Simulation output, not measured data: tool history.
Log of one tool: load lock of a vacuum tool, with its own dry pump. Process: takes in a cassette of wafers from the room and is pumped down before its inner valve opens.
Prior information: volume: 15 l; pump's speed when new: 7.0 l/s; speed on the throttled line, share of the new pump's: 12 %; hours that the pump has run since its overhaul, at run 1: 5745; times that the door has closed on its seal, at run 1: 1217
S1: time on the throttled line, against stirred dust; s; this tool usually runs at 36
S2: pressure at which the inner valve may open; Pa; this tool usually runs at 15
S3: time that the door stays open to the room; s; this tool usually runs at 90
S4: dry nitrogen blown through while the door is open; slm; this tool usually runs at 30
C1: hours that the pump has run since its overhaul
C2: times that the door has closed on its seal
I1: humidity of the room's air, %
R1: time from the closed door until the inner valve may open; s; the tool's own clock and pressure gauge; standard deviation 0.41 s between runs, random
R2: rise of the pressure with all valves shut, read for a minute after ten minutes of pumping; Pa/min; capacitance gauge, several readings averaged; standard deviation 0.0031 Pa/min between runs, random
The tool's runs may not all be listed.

run    hour  S1  S2   S3  S4     C1     C2    I1    R1     R2
  1       0  36  15   90  30   5745   1217  45.6  52.4  0.091
  2   159.6  36  15   90  30   5904   1594  46.8  50.9  0.099
  3   306.8  36  15   90  30   6051   1942  48.9  51.7  0.103
  4   575.6  36  15   90  30   6320   2578  44.5  50.5  0.088
  5   827.9  21  15   90  30   6573   3174  45.5  39.6  0.098
  6  1141.3  21  15   90  30   6886   3915  48.6  38.9  0.107
  7  1365.2  21  15   90  30   7110   4445  43.1  39.5  0.099
  8  1513.3  21  15   90  30   7258   4795  46.1  38.4  0.102
  9  1728.6  36  15   90  30   7473   5305  43.1  51.7  0.098
 10  1883.9  36  15   90  30   7629   5672  45.7  52.7  0.101
 11  2100.4  36  15   90  30   7845   6184  46.4  53.1  0.109
 12  2382.8  36  15   90  30   8128   6851  44.7  51.8   0.11
 13  2610.9  46  15   90  30   8356   7391  43.5  61.1  0.107
 14    2803  46  15   90  30   8548   7845  41.9  60.8  0.106
 15  3084.6  36  15   90  30   8829   8511  42.9  52.2  0.115
 16  3330.4  36  15   90  30   9075   9092  47.7  52.5  0.122
 17  3594.4  36  15   90  30   9339   9717  45.6  53.2  0.119
 18  3854.5  36  15   90  30   9599  10332  43.8  53.2  0.122
 19  4190.9  26  24  116  19   9936  11127  46.5  42.8  0.158
 20  4435.2  26  24  116  19  10180  11705  41.3  42.8  0.151
 21  4770.7  22  14   94  20  10515  12499  44.4  41.4  0.151
 22  5022.1  22  14   94  20  10767  13093  50.7  41.1  0.162
 23    5248  51  14   94  35  10993  13627  42.8  65.4  0.125
 24    5403  25  14   94  28  11148  13994  47.6  44.3  0.151
 25  5757.5  36  15   90  18  11502  14832  45.1  53.8  0.162
 26  6019.5  25  15   90  16  11764  15452  43.3  44.6  0.168
 27  6274.2  41  15   90  14  12019  16054  42.5  57.2  0.174
 28  6452.7  41  15   90  14  12197  16476  43.9  58.4  0.175
 29  6752.9  52  15   90   6  12498  17186  44.6  67.3  0.203
 30  7066.4  24  13   90   8  12811  17927  44.4  44.1  0.205
 31  7418.5  24  13   90   8  13163  18760  46.2  44.4  0.205
 32  7581.1  40  16   58   8  13326  19145  44.9  57.1  0.183

Run 33, settings as shown, results not yet in. Your forecast:
 33  7844.6  40  16  58   8  13589  19768  45.1   ?   ?

Run 33 came out at R1 57.9 s, R2 0.192 Pa/min.
Without the tool's hidden state the same run would have given R1 54.8 s, R2 0.105 Pa/min.

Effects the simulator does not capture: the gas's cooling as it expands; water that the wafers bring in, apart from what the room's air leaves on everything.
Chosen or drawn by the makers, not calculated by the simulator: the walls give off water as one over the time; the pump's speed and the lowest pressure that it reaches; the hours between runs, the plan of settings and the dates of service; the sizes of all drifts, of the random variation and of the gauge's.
